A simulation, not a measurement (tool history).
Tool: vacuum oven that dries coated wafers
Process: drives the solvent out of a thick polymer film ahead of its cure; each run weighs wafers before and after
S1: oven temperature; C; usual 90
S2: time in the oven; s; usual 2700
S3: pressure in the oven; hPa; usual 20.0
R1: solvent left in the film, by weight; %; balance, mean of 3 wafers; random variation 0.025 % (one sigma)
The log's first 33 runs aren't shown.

Run 34, hour 284.0: usual settings but S1 100 C, S2 3660 s, S3 25.4 hPa. Result: R1 1.88 %.
Run 35, hour 291.3: usual settings but S2 2160 s. Result: R1 5.17 %.
Run 36, hour 303.1: usual settings but S2 2160 s. Result: R1 5.16 %.
Run 37, hour 313.8: usual settings but S2 2160 s. Result: R1 5.18 %.
Run 38, hour 323.1: usual settings but S2 2160 s. Result: R1 5.11 %.
Run 39, hour 330.9: usual settings but S1 81 C, S2 3780 s, S3 34.7 hPa. Result: R1 6.71 %.
Run 40, hour 339.8: usual settings but S2 3000 s, S3 19.0 hPa. Result: R1 3.60 %.
Run 41, hour 351.4: usual settings but S2 3000 s, S3 19.0 hPa. Result: R1 3.57 %.
Run 42, hour 363.3: usual settings but S2 3000 s, S3 19.0 hPa. Result: R1 3.58 %.
Run 43, hour 372.9: usual settings but S2 3000 s, S3 19.0 hPa. Result: R1 3.53 %.

4 ways to go on from here, each from the tool as it stands after run 43. What would each give?
Run A, hour 380.3: usual settings but S2 2400 s, S3 65.3 hPa. Result: R1 ?.
Run B, hour 380.3: usual settings but S1 93 C, S2 1800 s, S3 49.4 hPa. Result: R1 ?.
Run C, hour 380.3: usual settings but S1 96 C, S2 1500 s, S3 28.4 hPa. Result: R1 ?.
Run D, hour 380.3: usual settings but S1 80 C, S2 2640 s, S3 10.8 hPa. Result: R1 ?.

run    R1
  A  8.19
  B  7.19
  C  5.81
  D  6.37
Without the tool's hidden state the same runs would have given:
run    R1
  A  8.11
  B  7.12
  C  5.75
  D  6.26
